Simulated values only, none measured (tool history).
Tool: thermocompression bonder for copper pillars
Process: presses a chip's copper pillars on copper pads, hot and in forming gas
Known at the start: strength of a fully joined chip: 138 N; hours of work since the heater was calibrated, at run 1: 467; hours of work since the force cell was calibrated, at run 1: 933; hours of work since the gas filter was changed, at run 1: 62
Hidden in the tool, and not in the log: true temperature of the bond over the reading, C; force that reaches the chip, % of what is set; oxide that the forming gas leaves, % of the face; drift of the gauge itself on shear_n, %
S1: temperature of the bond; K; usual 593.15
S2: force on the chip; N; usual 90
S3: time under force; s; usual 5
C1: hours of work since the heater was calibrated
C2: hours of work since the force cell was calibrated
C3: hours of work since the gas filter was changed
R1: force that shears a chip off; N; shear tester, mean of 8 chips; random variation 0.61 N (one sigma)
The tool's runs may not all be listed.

run 1 hour=0 | S1=593.15 S2=90 S3=5 | C1=467 C2=933 C3=62 | R1=73.1
run 2 hour=16 | S1=593.15 S2=90 S3=5 | C1=475 C2=941 C3=71 | R1=73.5
run 3 hour=33.5 | S1=593.15 S2=120 S3=5 | C1=485 C2=951 C3=81 | R1=90.4
run 4 hour=51.3 | S1=609.15 S2=90 S3=5 | C1=494 C2=960 C3=90 | R1=81.2
run 5 hour=68.8 | S1=593.15 S2=90 S3=5 | C1=504 C2=970 C3=100 | R1=72
run 6 hour=87.4 | S1=588.15 S2=90 S3=5 | C1=514 C2=980 C3=110 | R1=69.3
run 7 hour=99.5 | S1=588.15 S2=90 S3=5 | C1=521 C2=986 C3=116 | R1=68.7
run 8 hour=127.2 | S1=622.15 S2=90 S3=5 | C1=536 C2=1001 C3=131 | R1=88.4
run 9 hour=146.4 | S1=622.15 S2=90 S3=5 | C1=546 C2=1012 C3=142 | R1=88.1
run 10 hour=174.8 | S1=622.15 S2=90 S3=5 | C1=561 C2=1027 C3=157 | R1=87.4
run 11 hour=197.2 | S1=622.15 S2=90 S3=5 | C1=573 C2=1039 C3=169 | R1=86.2
run 12 hour=214.1 | S1=606.15 S2=90 S3=5 | C1=583 C2=1048 C3=178 | R1=77.7
run 13 hour=241 | S1=606.15 S2=90 S3=5 | C1=597 C2=1063 C3=193 | R1=77.2
run 14 hour=269.1 | S1=606.15 S2=90 S3=5 | C1=612 C2=1078 C3=208 | R1=75.9
-- hour=284.6 force cell calibrated
run 15 hour=290.2 | S1=589.15 S2=90 S3=5 | C1=623 C2=3 C3=219 | R1=63.2
run 16 hour=302.7 | S1=589.15 S2=90 S3=5 | C1=630 C2=10 C3=226 | R1=62.7
run 17 hour=320.1 | S1=593.15 S2=90 S3=5 | C1=639 C2=19 C3=235 | R1=64
run 18 hour=343.5 | S1=593.15 S2=90 S3=5 | C1=652 C2=32 C3=248 | R1=64.4
run 19 hour=369.8 | S1=593.15 S2=75 S3=5 | C1=666 C2=46 C3=262 | R1=54.7
-- hour=385.5 forming gas filter changed
run 20 hour=385.6 | S1=585.15 S2=90 S3=5 | C1=674 C2=54 C3=0 | R1=66.1
run 21 hour=405.7 | S1=612.15 S2=133 S3=4 | C1=685 C2=65 C3=11 | R1=100.9
run 22 hour=433.1 | S1=612.15 S2=133 S3=4 | C1=700 C2=80 C3=26 | R1=98.8
run 23 hour=447.3 | S1=612.15 S2=122 S3=8 | C1=708 C2=88 C3=33 | R1=110.5
run 24 hour=475.4 | S1=593.15 S2=121 S3=5 | C1=723 C2=103 C3=49 | R1=88.1
run 25 hour=488.5 | S1=611.15 S2=108 S3=5 | C1=730 C2=110 C3=56 | R1=90.7
run 26 hour=503.3 | S1=614.15 S2=74 S3=7 | C1=738 C2=118 C3=64 | R1=77.7
run 27 hour=523.7 | S1=619.15 S2=126 S3=6 | C1=749 C2=129 C3=75 | R1=108.3
run 28 hour=542.4 | S1=619.15 S2=126 S3=6 | C1=759 C2=139 C3=85 | R1=107.7
run 29 hour=557.4 | S1=578.15 S2=73 S3=5 | C1=767 C2=147 C3=93 | R1=49.4
run 30 hour=573.4 | S1=583.15 S2=90 S3=10 | C1=776 C2=156 C3=102 | R1=78.5
run 31 hour=597.1 | S1=583.15 S2=90 S3=10 | C1=789 C2=169 C3=115 | R1=78.5
run 32 hour=610.7 | S1=583.15 S2=90 S3=10 | C1=796 C2=176 C3=122 | R1=78.7
run 33 hour=629.3 | S1=583.15 S2=90 S3=10 | C1=806 C2=186 C3=132 | R1=78.1
run 34 hour=656.8 | S1=583.15 S2=90 S3=10 | C1=821 C2=201 C3=147 | R1=79.2
run 35 hour=677.5 | S1=569.15 S2=90 S3=10 | C1=833 C2=212 C3=158 | R1=69.3
run 36 hour=692.8 | S1=593.15 S2=95 S3=3 | C1=841 C2=221 C3=166 | R1=58.2
run 37 hour=707.6 | S1=593.15 S2=90 S3=10 | C1=849 C2=229 C3=174 | R1=83
run 38 hour=721.2 | S1=577.15 S2=98 S3=8 | C1=856 C2=236 C3=182 | R1=73.1
run 39 hour=741.4 | S1=577.15 S2=76 S3=5 | C1=867 C2=247 C3=193 | R1=49

Measured less the same run without the tool's hidden state. The same run-to-run variation is in both; the gauge's scatter may not be:
run=1 R1=+1.4
run=2 R1=+1.2
run=3 R1=+0.4
run=4 R1=+0.6
run=5 R1=+0.5
run=6 R1=+0.3
run=7 R1=+0.1
run=8 R1=-0.9
run=9 R1=-1.2
run=10 R1=-1.7
run=11 R1=-2.1
run=12 R1=-1.8
run=13 R1=-2.1
run=14 R1=-2.6
run=15 R1=-6.8
run=16 R1=-6.8
run=17 R1=-7.3
run=18 R1=-7.5
run=19 R1=-6.9
run=20 R1=-1.3
run=21 R1=-1.5
run=22 R1=-2
run=23 R1=-2.3
run=24 R1=-2.7
run=25 R1=-2.9
run=26 R1=-2.8
run=27 R1=-3.8
run=28 R1=-4.1
run=29 R1=-2.6
run=30 R1=-4
run=31 R1=-4.4
run=32 R1=-4.6
run=33 R1=-4.9
run=34 R1=-5.3
run=35 R1=-5.1
run=36 R1=-4.4
run=37 R1=-6.2
run=38 R1=-5.8
run=39 R1=-4.3

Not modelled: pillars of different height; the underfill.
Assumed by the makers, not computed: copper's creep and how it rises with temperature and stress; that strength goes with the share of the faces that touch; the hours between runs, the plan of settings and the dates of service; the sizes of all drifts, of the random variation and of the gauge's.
